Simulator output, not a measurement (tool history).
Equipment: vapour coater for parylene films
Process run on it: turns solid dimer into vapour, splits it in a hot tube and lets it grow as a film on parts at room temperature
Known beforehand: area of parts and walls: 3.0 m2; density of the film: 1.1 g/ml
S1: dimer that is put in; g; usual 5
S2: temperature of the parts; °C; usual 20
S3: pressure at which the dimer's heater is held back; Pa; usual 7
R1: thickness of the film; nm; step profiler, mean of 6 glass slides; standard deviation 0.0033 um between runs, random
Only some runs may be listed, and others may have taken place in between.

run 1 hour=0 | S1=5 S2=20 S3=7 | R1=962
run 2 hour=49.9 | S1=5 S2=20 S3=3.2 | R1=1114
-- hour=65.3 trap's valve overhauled
run 3 hour=82.6 | S1=5 S2=20 S3=3.2 | R1=1060
run 4 hour=145.1 | S1=5 S2=20 S3=7 | R1=903
run 5 hour=213.3 | S1=4 S2=20 S3=7 | R1=717
run 6 hour=269.5 | S1=4 S2=20 S3=7 | R1=711
run 7 hour=318.6 | S1=4 S2=20 S3=7 | R1=716
run 8 hour=385.9 | S1=4 S2=20 S3=7 | R1=698
run 9 hour=432.7 | S1=5 S2=21 S3=7 | R1=839
-- hour=484.5 trap's valve overhauled, once more
run 10 hour=500.7 | S1=5 S2=21 S3=7 | R1=1015
run 11 hour=557.4 | S1=5 S2=20 S3=7 | R1=1043
run 12 hour=587.1 | S1=5 S2=26 S3=7 | R1=875
run 13 hour=620.7 | S1=5 S2=26 S3=7 | R1=869
run 14 hour=659.8 | S1=4 S2=18 S3=2.43 | R1=1067
run 15 hour=709.1 | S1=8 S2=27 S3=6.86 | R1=1342
run 16 hour=761.1 | S1=8 S2=27 S3=6.86 | R1=1337
run 17 hour=800.2 | S1=3 S2=20 S3=8.96 | R1=584
run 18 hour=834.2 | S1=6 S2=19 S3=7 | R1=1245
run 19 hour=887.3 | S1=2 S2=26 S3=8.6 | R1=324
run 20 hour=916.4 | S1=2 S2=14 S3=2.64 | R1=559
run 21 hour=978.3 | S1=6 S2=15 S3=2.64 | R1=1654
run 22 hour=1039.5 | S1=5 S2=20 S3=3.97 | R1=1095
-- hour=1086.1 table's thermometer calibrated
run 23 hour=1105.5 | S1=5 S2=26 S3=6.05 | R1=810

Branching from run 23: 5 alternative next runs. What would each branch give?
-- hour=1147 trap's valve overhauled
run A hour=1163.7 | S1=8 S2=23 S3=5.27 | R1=?
-- hour=1147 trap's valve overhauled
run B hour=1163.7 | S1=5 S2=26 S3=7 | R1=?
-- hour=1147 trap's valve overhauled
run C hour=1163.7 | S1=7 S2=20 S3=6.62 | R1=?
-- hour=1147 trap's valve overhauled
run D hour=1163.7 | S1=2 S2=27 S3=2.04 | R1=?
-- hour=1147 trap's valve overhauled
run E hour=1163.7 | S1=5 S2=20 S3=2.21 | R1=?

run=A R1=1579
run=B R1=858
run=C R1=1445
run=D R1=418
run=E R1=1264
Had the tool no hidden state, the same runs would have come out as:
run=A R1=1578
run=B R1=857
run=C R1=1444
run=D R1=417
run=E R1=1263
